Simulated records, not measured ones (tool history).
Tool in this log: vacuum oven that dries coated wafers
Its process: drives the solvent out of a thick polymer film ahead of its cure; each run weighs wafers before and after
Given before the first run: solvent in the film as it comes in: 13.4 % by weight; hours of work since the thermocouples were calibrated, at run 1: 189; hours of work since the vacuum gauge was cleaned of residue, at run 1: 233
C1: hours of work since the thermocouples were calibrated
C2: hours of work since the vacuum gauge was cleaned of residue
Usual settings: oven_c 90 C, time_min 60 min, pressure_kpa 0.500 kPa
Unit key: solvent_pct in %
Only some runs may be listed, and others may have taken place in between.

{"run": 1, "day": 0.0, "oven_c": 90, "time_min": 60, "pressure_kpa": 0.5, "C1": 189, "C2": 233, "solvent_pct": 3.37}
{"run": 2, "day": 0.412, "oven_c": 100, "time_min": 60, "pressure_kpa": 0.5, "C1": 194, "C2": 238, "solvent_pct": 1.28}
{"run": 3, "day": 0.858, "oven_c": 100, "time_min": 60, "pressure_kpa": 0.5, "C1": 199, "C2": 243, "solvent_pct": 1.26}
{"run": 4, "day": 1.117, "oven_c": 100, "time_min": 60, "pressure_kpa": 0.5, "C1": 201, "C2": 246, "solvent_pct": 1.36}
{"run": 5, "day": 1.671, "oven_c": 90, "time_min": 63, "pressure_kpa": 0.5, "C1": 208, "C2": 252, "solvent_pct": 3.42}
{"run": 6, "day": 2.133, "oven_c": 94, "time_min": 60, "pressure_kpa": 0.5, "C1": 213, "C2": 257, "solvent_pct": 2.45}
{"run": 7, "day": 2.383, "oven_c": 92, "time_min": 60, "pressure_kpa": 0.5, "C1": 216, "C2": 260, "solvent_pct": 2.95}
{"run": 8, "day": 2.925, "oven_c": 90, "time_min": 93, "pressure_kpa": 0.5, "C1": 221, "C2": 266, "solvent_pct": 1.98}
{"run": 9, "day": 3.246, "oven_c": 90, "time_min": 60, "pressure_kpa": 1.743, "C1": 225, "C2": 269, "solvent_pct": 4.03}
{"run": 10, "day": 3.575, "oven_c": 90, "time_min": 60, "pressure_kpa": 1.743, "C1": 229, "C2": 273, "solvent_pct": 4.05}
{"run": 11, "day": 4.021, "oven_c": 90, "time_min": 42, "pressure_kpa": 0.5, "C1": 234, "C2": 278, "solvent_pct": 4.94}
{"run": 12, "day": 4.288, "oven_c": 93, "time_min": 60, "pressure_kpa": 0.5, "C1": 237, "C2": 281, "solvent_pct": 2.65}
{"run": 13, "day": 4.771, "oven_c": 90, "time_min": 60, "pressure_kpa": 0.5, "C1": 242, "C2": 286, "solvent_pct": 3.67}
{"run": 14, "day": 5.108, "oven_c": 90, "time_min": 60, "pressure_kpa": 0.5, "C1": 246, "C2": 290, "solvent_pct": 3.6}
{"run": 15, "day": 5.571, "oven_c": 90, "time_min": 60, "pressure_kpa": 0.948, "C1": 251, "C2": 295, "solvent_pct": 3.7}
{"run": 16, "day": 6.046, "oven_c": 90, "time_min": 60, "pressure_kpa": 0.5, "C1": 256, "C2": 300, "solvent_pct": 3.58}
{"run": 17, "day": 6.3, "oven_c": 90, "time_min": 60, "pressure_kpa": 0.5, "C1": 259, "C2": 303, "solvent_pct": 3.59}
{"run": 18, "day": 6.692, "oven_c": 90, "time_min": 70, "pressure_kpa": 0.5, "C1": 263, "C2": 307, "solvent_pct": 3.09}
{"run": 19, "day": 6.921, "oven_c": 90, "time_min": 70, "pressure_kpa": 0.5, "C1": 266, "C2": 310, "solvent_pct": 2.94}
{"run": 20, "day": 7.3, "oven_c": 90, "time_min": 70, "pressure_kpa": 0.5, "C1": 270, "C2": 314, "solvent_pct": 2.99}
{"run": 21, "day": 7.608, "oven_c": 90, "time_min": 70, "pressure_kpa": 0.5, "C1": 273, "C2": 318, "solvent_pct": 2.92}
{"run": 22, "day": 8.029, "oven_c": 90, "time_min": 70, "pressure_kpa": 0.5, "C1": 278, "C2": 322, "solvent_pct": 2.96}
{"run": 23, "day": 8.312, "oven_c": 90, "time_min": 70, "pressure_kpa": 0.5, "C1": 281, "C2": 325, "solvent_pct": 3.02}
{"run": 24, "day": 8.675, "oven_c": 86, "time_min": 49, "pressure_kpa": 0.553, "C1": 285, "C2": 329, "solvent_pct": 5.48}
{"run": 25, "day": 9.083, "oven_c": 86, "time_min": 49, "pressure_kpa": 0.553, "C1": 290, "C2": 334, "solvent_pct": 5.34}
{"run": 26, "day": 9.45, "oven_c": 90, "time_min": 90, "pressure_kpa": 0.553, "C1": 294, "C2": 338, "solvent_pct": 2.17}
{"run": 27, "day": 9.925, "oven_c": 90, "time_min": 90, "pressure_kpa": 0.553, "C1": 299, "C2": 343, "solvent_pct": 2.18}
{"run": 28, "day": 10.267, "oven_c": 85, "time_min": 61, "pressure_kpa": 0.553, "C1": 303, "C2": 347, "solvent_pct": 4.88}
{"run": 29, "day": 10.708, "oven_c": 95, "time_min": 84, "pressure_kpa": 0.803, "C1": 308, "C2": 352, "solvent_pct": 1.41}
{"run": 30, "day": 10.95, "oven_c": 90, "time_min": 60, "pressure_kpa": 0.5, "C1": 310, "C2": 355, "solvent_pct": 3.62}
{"run": 31, "day": 11.362, "oven_c": 90, "time_min": 60, "pressure_kpa": 0.5, "C1": 315, "C2": 359, "solvent_pct": 3.59}
{"run": 32, "day": 11.662, "oven_c": 90, "time_min": 60, "pressure_kpa": 0.5, "C1": 318, "C2": 363, "solvent_pct": 3.59}
{"run": 33, "day": 12.212, "oven_c": 93, "time_min": 94, "pressure_kpa": 1.029, "C1": 324, "C2": 369, "solvent_pct": 1.63}
{"run": 34, "day": 12.583, "oven_c": 95, "time_min": 85, "pressure_kpa": 0.739, "C1": 328, "C2": 373, "solvent_pct": 1.39}
{"run": 35, "day": 13.021, "oven_c": 90, "time_min": 60, "pressure_kpa": 1.833, "C1": 333, "C2": 378, "solvent_pct": 4.21}
{"run": 36, "day": 13.279, "oven_c": 90, "time_min": 41, "pressure_kpa": 0.5, "C1": 336, "C2": 380, "solvent_pct": 5.14}
{"run": 37, "day": 13.738, "oven_c": 90, "time_min": 47, "pressure_kpa": 0.285, "C1": 341, "C2": 385, "solvent_pct": 4.37}
{"run": 38, "day": 14.212, "oven_c": 90, "time_min": 51, "pressure_kpa": 0.5, "C1": 347, "C2": 391, "solvent_pct": 4.16}
{"run": 39, "day": 14.721, "oven_c": 90, "time_min": 51, "pressure_kpa": 0.5, "C1": 352, "C2": 396, "solvent_pct": 4.22}
{"run": 40, "day": 15.021, "oven_c": 96, "time_min": 60, "pressure_kpa": 0.5, "C1": 356, "C2": 400, "solvent_pct": 2.12}
{"run": 41, "day": 15.45, "oven_c": 83, "time_min": 31, "pressure_kpa": 1.077, "C1": 360, "C2": 404, "solvent_pct": 7.83}

Here are 5 independent what-if runs from the current tool condition. What would each one return?
{"run": "A", "day": 15.729, "oven_c": 83, "time_min": 72, "pressure_kpa": 0.292, "C1": 363, "C2": 408, "solvent_pct": "?"}
{"run": "B", "day": 15.729, "oven_c": 97, "time_min": 31, "pressure_kpa": 1.706, "C1": 363, "C2": 408, "solvent_pct": "?"}
{"run": "C", "day": 15.729, "oven_c": 85, "time_min": 60, "pressure_kpa": 0.5, "C1": 363, "C2": 408, "solvent_pct": "?"}
{"run": "D", "day": 15.729, "oven_c": 90, "time_min": 53, "pressure_kpa": 0.5, "C1": 363, "C2": 408, "solvent_pct": "?"}
{"run": "E", "day": 15.729, "oven_c": 90, "time_min": 90, "pressure_kpa": 0.5, "C1": 363, "C2": 408, "solvent_pct": "?"}

run=A solvent_pct=4.73
run=B solvent_pct=4.67
run=C solvent_pct=4.91
run=D solvent_pct=4.15
run=E solvent_pct=2.18
Had the tool no hidden state, the same runs would have come out as:
run=A solvent_pct=4.41
run=B solvent_pct=4.38
run=C solvent_pct=4.60
run=D solvent_pct=3.84
run=E solvent_pct=1.91

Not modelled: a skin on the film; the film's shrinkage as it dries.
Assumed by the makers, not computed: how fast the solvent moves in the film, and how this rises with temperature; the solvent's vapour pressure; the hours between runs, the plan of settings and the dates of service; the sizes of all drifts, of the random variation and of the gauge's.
